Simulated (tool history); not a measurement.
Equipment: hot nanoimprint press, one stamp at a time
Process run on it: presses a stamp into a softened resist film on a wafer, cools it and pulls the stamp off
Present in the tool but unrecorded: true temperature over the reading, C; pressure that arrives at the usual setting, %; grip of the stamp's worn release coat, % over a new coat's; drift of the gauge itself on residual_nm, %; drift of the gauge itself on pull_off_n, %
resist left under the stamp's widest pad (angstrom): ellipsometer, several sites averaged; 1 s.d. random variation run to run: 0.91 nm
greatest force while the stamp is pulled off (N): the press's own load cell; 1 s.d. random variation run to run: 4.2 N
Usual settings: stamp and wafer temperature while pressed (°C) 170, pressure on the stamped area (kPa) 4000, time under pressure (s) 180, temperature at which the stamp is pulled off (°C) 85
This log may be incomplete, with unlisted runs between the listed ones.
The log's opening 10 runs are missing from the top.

run,hour,stamp and wafer temperature while pressed (°C),pressure on the stamped area (kPa),time under pressure (s),temperature at which the stamp is pulled off (°C),hours of work since the thermocouple was calibrated,imprints on the stamp's release coat,hours of work since the press's seals were changed,resist left under the stamp's widest pad (angstrom),greatest force while the stamp is pulled off (N)
11,63.3,170,4000,196,85,544,1295,192,1444,319
12,71.4,170,4000,196,85,550,1317,198,1454,313
13,79.3,170,4000,116,85,555,1338,203,1792,321
14,86.5,170,4000,180,85,560,1358,208,1522,323
# hour 89.9: plate thermocouple calibrated
15,93.6,170,4000,180,85,3,1369,211,1610,332
16,98.7,170,2780,180,85,6,1382,215,1850,328
17,106.7,170,2780,180,85,12,1404,220,1832,334
18,115.3,170,2780,180,85,18,1427,226,1861,333
19,124.8,170,2670,180,85,24,1453,233,1875,328
# hour 135.5: stamp cleaned and given a new release coat
20,136.2,162,4930,180,78,28,2,237,2329,291
21,142.7,178,5070,168,85,33,20,241,925,253
# hour 147.8: plate thermocouple calibrated, once more
22,150.4,177,4000,180,85,2,32,245,849,237
23,157.0,182,4000,180,86,6,50,249,631,232
24,163.4,182,4000,180,86,11,67,254,637,237
25,171.3,164,3050,180,88,16,89,259,2000,226
26,178.5,164,3050,180,88,21,108,264,2014,230
27,185.1,164,3050,180,88,26,126,269,2000,225
28,189.5,182,3870,189,75,29,138,272,640,308
29,194.7,169,3730,127,75,33,151,275,1629,308
30,202.6,170,2670,222,85,38,173,281,1387,240

Predict each of these 4 candidate next runs independently; none follows another, all start after run 30:
A,210.8,173,2670,102,85,44,195,287,?,?
B,210.8,171,4250,222,85,44,195,287,?,?
C,210.8,176,2500,222,85,44,195,287,?,?
D,210.8,174,2670,304,85,44,195,287,?,?

run,resist left under the stamp's widest pad (angstrom),greatest force while the stamp is pulled off (N)
A,1650,246
B,1095,250
C,1028,250
D,979,246
The same runs, with their run-to-run variation unchanged, on a tool lacking any hidden condition would have given:
run,resist left under the stamp's widest pad (angstrom),greatest force while the stamp is pulled off (N)
A,1628,236
B,1075,240
C,1013,240
D,963,236
